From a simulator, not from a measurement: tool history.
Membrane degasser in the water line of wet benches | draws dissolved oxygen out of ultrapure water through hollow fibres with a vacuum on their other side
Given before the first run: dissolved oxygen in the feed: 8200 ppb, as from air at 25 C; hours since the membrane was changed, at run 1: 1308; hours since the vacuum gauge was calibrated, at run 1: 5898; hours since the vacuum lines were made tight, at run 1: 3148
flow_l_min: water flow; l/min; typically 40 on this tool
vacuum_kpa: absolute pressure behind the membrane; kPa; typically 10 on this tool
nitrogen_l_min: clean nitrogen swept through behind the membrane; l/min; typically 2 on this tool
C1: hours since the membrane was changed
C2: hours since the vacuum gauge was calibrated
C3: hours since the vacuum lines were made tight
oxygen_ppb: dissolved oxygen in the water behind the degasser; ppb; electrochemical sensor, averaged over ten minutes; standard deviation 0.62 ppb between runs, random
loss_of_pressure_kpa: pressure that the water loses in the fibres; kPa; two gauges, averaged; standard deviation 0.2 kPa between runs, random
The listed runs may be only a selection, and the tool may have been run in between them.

run 1 hour=0 | flow_l_min=40 vacuum_kpa=10 nitrogen_l_min=2 | C1=1308 C2=5898 C3=3148 | oxygen_ppb=294.7 loss_of_pressure_kpa=46.04
run 2 hour=48.2 | flow_l_min=41 vacuum_kpa=10 nitrogen_l_min=2 | C1=1356 C2=5946 C3=3197 | oxygen_ppb=302.9 loss_of_pressure_kpa=46.96
run 3 hour=72.9 | flow_l_min=41 vacuum_kpa=10 nitrogen_l_min=2 | C1=1381 C2=5971 C3=3221 | oxygen_ppb=302.4 loss_of_pressure_kpa=47.2
run 4 hour=115 | flow_l_min=64 vacuum_kpa=10 nitrogen_l_min=2 | C1=1423 C2=6013 C3=3263 | oxygen_ppb=444.4 loss_of_pressure_kpa=73.69
run 5 hour=154.1 | flow_l_min=40 vacuum_kpa=10 nitrogen_l_min=2.37 | C1=1462 C2=6052 C3=3303 | oxygen_ppb=255.7 loss_of_pressure_kpa=45.69
run 6 hour=205.2 | flow_l_min=40 vacuum_kpa=10 nitrogen_l_min=2.37 | C1=1513 C2=6103 C3=3354 | oxygen_ppb=255.7 loss_of_pressure_kpa=46
run 7 hour=233.3 | flow_l_min=40 vacuum_kpa=10 nitrogen_l_min=2.37 | C1=1541 C2=6131 C3=3382 | oxygen_ppb=256.2 loss_of_pressure_kpa=45.84
run 8 hour=264.5 | flow_l_min=40 vacuum_kpa=10 nitrogen_l_min=2.37 | C1=1572 C2=6162 C3=3413 | oxygen_ppb=256.6 loss_of_pressure_kpa=46.06
run 9 hour=307.3 | flow_l_min=40 vacuum_kpa=10 nitrogen_l_min=2.37 | C1=1615 C2=6205 C3=3456 | oxygen_ppb=256.3 loss_of_pressure_kpa=46.3
run 10 hour=341.4 | flow_l_min=40 vacuum_kpa=10 nitrogen_l_min=2.37 | C1=1649 C2=6239 C3=3490 | oxygen_ppb=256.2 loss_of_pressure_kpa=46.04
run 11 hour=374 | flow_l_min=40 vacuum_kpa=10 nitrogen_l_min=2.37 | C1=1682 C2=6272 C3=3523 | oxygen_ppb=256.9 loss_of_pressure_kpa=46.02
run 12 hour=415.5 | flow_l_min=49 vacuum_kpa=13.1 nitrogen_l_min=1.79 | C1=1723 C2=6313 C3=3564 | oxygen_ppb=552.7 loss_of_pressure_kpa=56.26
run 13 hour=461.2 | flow_l_min=49 vacuum_kpa=13.1 nitrogen_l_min=1.79 | C1=1769 C2=6359 C3=3610 | oxygen_ppb=555.2 loss_of_pressure_kpa=56.68
run 14 hour=488.6 | flow_l_min=49 vacuum_kpa=13.1 nitrogen_l_min=1.79 | C1=1796 C2=6386 C3=3637 | oxygen_ppb=552.8 loss_of_pressure_kpa=56.36
run 15 hour=535 | flow_l_min=49 vacuum_kpa=13.1 nitrogen_l_min=1.79 | C1=1843 C2=6433 C3=3683 | oxygen_ppb=553.8 loss_of_pressure_kpa=55.83
run 16 hour=570.1 | flow_l_min=49 vacuum_kpa=13.1 nitrogen_l_min=1.79 | C1=1878 C2=6468 C3=3719 | oxygen_ppb=556.6 loss_of_pressure_kpa=55.67
run 17 hour=601.7 | flow_l_min=49 vacuum_kpa=13.1 nitrogen_l_min=1.79 | C1=1909 C2=6499 C3=3750 | oxygen_ppb=556.3 loss_of_pressure_kpa=56.2
run 18 hour=648.6 | flow_l_min=49 vacuum_kpa=13.1 nitrogen_l_min=1.79 | C1=1956 C2=6546 C3=3797 | oxygen_ppb=556.3 loss_of_pressure_kpa=56.47
run 19 hour=694.4 | flow_l_min=49 vacuum_kpa=13.1 nitrogen_l_min=1.79 | C1=2002 C2=6592 C3=3843 | oxygen_ppb=554.5 loss_of_pressure_kpa=56.3
run 20 hour=744.1 | flow_l_min=40 vacuum_kpa=12.1 nitrogen_l_min=5.35 | C1=2052 C2=6642 C3=3893 | oxygen_ppb=160.8 loss_of_pressure_kpa=46.04

Each row is a separate what-if for the run after 20, all from the same tool condition, not one after another. Results?
run A hour=785.9 | flow_l_min=40 vacuum_kpa=6.9 nitrogen_l_min=1.58 | C1=2094 C2=6684 C3=3934 | oxygen_ppb=? loss_of_pressure_kpa=?
run B hour=785.9 | flow_l_min=26 vacuum_kpa=7.6 nitrogen_l_min=3.93 | C1=2094 C2=6684 C3=3934 | oxygen_ppb=? loss_of_pressure_kpa=?
run C hour=785.9 | flow_l_min=36 vacuum_kpa=17.8 nitrogen_l_min=1.73 | C1=2094 C2=6684 C3=3934 | oxygen_ppb=? loss_of_pressure_kpa=?

run=A oxygen_ppb=202.8 loss_of_pressure_kpa=45.94
run=B oxygen_ppb=70.9 loss_of_pressure_kpa=30.16
run=C oxygen_ppb=634.6 loss_of_pressure_kpa=41.24
Take away the tool's hidden state, keep each run's random variation, and the runs would have read:
run=A oxygen_ppb=200.1 loss_of_pressure_kpa=45.93
run=B oxygen_ppb=70 loss_of_pressure_kpa=30.15
run=C oxygen_ppb=626.5 loss_of_pressure_kpa=41.23
